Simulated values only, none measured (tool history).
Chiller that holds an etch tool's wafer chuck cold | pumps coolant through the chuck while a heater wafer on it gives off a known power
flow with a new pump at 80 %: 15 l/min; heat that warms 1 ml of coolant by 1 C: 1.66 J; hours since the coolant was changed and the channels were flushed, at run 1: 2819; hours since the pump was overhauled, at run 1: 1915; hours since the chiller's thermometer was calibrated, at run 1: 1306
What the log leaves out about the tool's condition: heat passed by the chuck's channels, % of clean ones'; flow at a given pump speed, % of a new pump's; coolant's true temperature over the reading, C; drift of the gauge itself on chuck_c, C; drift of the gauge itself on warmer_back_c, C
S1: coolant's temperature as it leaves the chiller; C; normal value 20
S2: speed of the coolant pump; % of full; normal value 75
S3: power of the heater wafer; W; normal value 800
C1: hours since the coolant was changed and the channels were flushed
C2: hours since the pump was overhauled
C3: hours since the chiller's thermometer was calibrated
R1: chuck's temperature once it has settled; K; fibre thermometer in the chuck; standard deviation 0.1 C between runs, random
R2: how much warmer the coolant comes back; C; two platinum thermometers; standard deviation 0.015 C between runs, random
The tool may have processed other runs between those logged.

Run 1, hour 0.0: usual settings; C1 2819; C2 1915; C3 1306. Result: R1 300.05 K, R2 2.11 C.
Run 2, hour 102.8: usual settings but S2 66 % of full; C1 2921; C2 2018; C3 1409. Result: R1 300.75 K, R2 2.45 C.
Run 3, hour 266.4: usual settings but S2 66 % of full; C1 3085; C2 2181; C3 1572. Result: R1 300.55 K, R2 2.47 C.
Run 4, hour 373.9: usual settings but S1 11 C; C1 3193; C2 2289; C3 1680. Result: R1 290.85 K, R2 2.16 C.
Run 5, hour 541.6: usual settings but S1 11 C; C1 3360; C2 2457; C3 1848. Result: R1 291.05 K, R2 2.16 C.
Run 6, hour 620.4: usual settings; C1 3439; C2 2536; C3 1926. Result: R1 300.05 K, R2 2.15 C.
Run 7, hour 694.4: usual settings but S1 16 C; C1 3513; C2 2610; C3 2000. Result: R1 296.05 K, R2 2.16 C.
Run 8, hour 849.1: usual settings but S2 89 % of full; C1 3668; C2 2764; C3 2155. Result: R1 299.25 K, R2 1.80 C.

Expected results for the next run?
Run 9, hour 1010.1: usual settings but S1 18 C, S2 88 % of full, S3 665 W; C1 3829; C2 2925; C3 2316. Result: R1 ?, R2 ?.

R1: 296.25 K
R2: 1.52 C
If the tool had no hidden condition, the same run with the same run-to-run variation would have returned R1 295.65 K, R2 1.44 C.

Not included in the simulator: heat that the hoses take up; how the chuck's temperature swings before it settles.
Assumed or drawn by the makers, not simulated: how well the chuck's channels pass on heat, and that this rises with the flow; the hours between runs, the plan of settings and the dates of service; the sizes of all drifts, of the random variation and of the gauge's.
